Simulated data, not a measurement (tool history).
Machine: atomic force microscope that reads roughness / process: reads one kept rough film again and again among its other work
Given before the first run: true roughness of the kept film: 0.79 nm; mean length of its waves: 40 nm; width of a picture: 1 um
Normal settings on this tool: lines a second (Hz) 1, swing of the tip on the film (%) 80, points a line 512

run	hour	lines a second (Hz)	swing of the tip on the film (%)	points a line	roughness of the kept film (nm (root mean square))
1	0	1	80	512	0.717
2	22.3	1	80	512	0.717
# hour 37.4: new tip fitted
3	49	3.11	80	512	0.611
4	68.4	3.11	80	512	0.612
5	99.9	3.11	80	512	0.613
6	115.7	3.11	80	512	0.611
# hour 125.8: new tip fitted
7	142.3	3.11	80	512	0.615
8	157.5	1	80	512	0.715
9	175.4	1	80	533	0.714
10	195.9	1	80	533	0.716
# hour 214.2: new tip fitted
11	222.7	1	80	533	0.717
12	245	3.54	80	512	0.597
13	278.1	3.54	80	512	0.596
14	292.2	3.54	80	512	0.593
# hour 301.1: new tip fitted
15	326.4	1.28	80	512	0.701
16	342.6	1	80	512	0.715
17	374.4	1	80	512	0.717
# hour 388.6: new tip fitted
18	394.1	1	80	512	0.716
19	421.8	1	80	904	0.72
20	444.4	1	80	650	0.718
21	470.9	1	80	650	0.718
# hour 476.8: new tip fitted
22	491.1	1	80	650	0.719
23	509.8	1	80	895	0.717
24	526.7	1	80	895	0.716
25	559.2	1	80	895	0.718
# hour 563.7: new tip fitted
26	585.2	1	80	895	0.717
27	615.2	1	80	895	0.715
28	647.9	1	80	895	0.718
# hour 650.6: new tip fitted
29	663.3	1.06	59	513	0.758
30	691.9	0.82	62	513	0.759
31	706.3	0.66	62	440	0.764
32	723.2	1.63	81	977	0.674
# hour 738.8: new tip fitted
33	747.5	0.55	74	480	0.752
34	764.7	3.17	87	394	0.559
35	780.4	1	88	276	0.684
36	799.2	0.82	59	276	0.759
37	814.2	0.82	59	276	0.758
# hour 827.8: new tip fitted
38	829.8	1	55	312	0.763
39	863	1.3	62	438	0.749
40	880.4	0.79	80	863	0.728
41	903.5	1	69	512	0.743
# hour 915.9: new tip fitted
42	921.9	1	80	388	0.716

Forecast run 43:
43	947.3	1.67	85	403	?

roughness of the kept film (nm (root mean square)): 0.658
Were there no unlogged condition in the tool, this run, its random variation unchanged, would have produced roughness of the kept film (nm (root mean square)) 0.659.
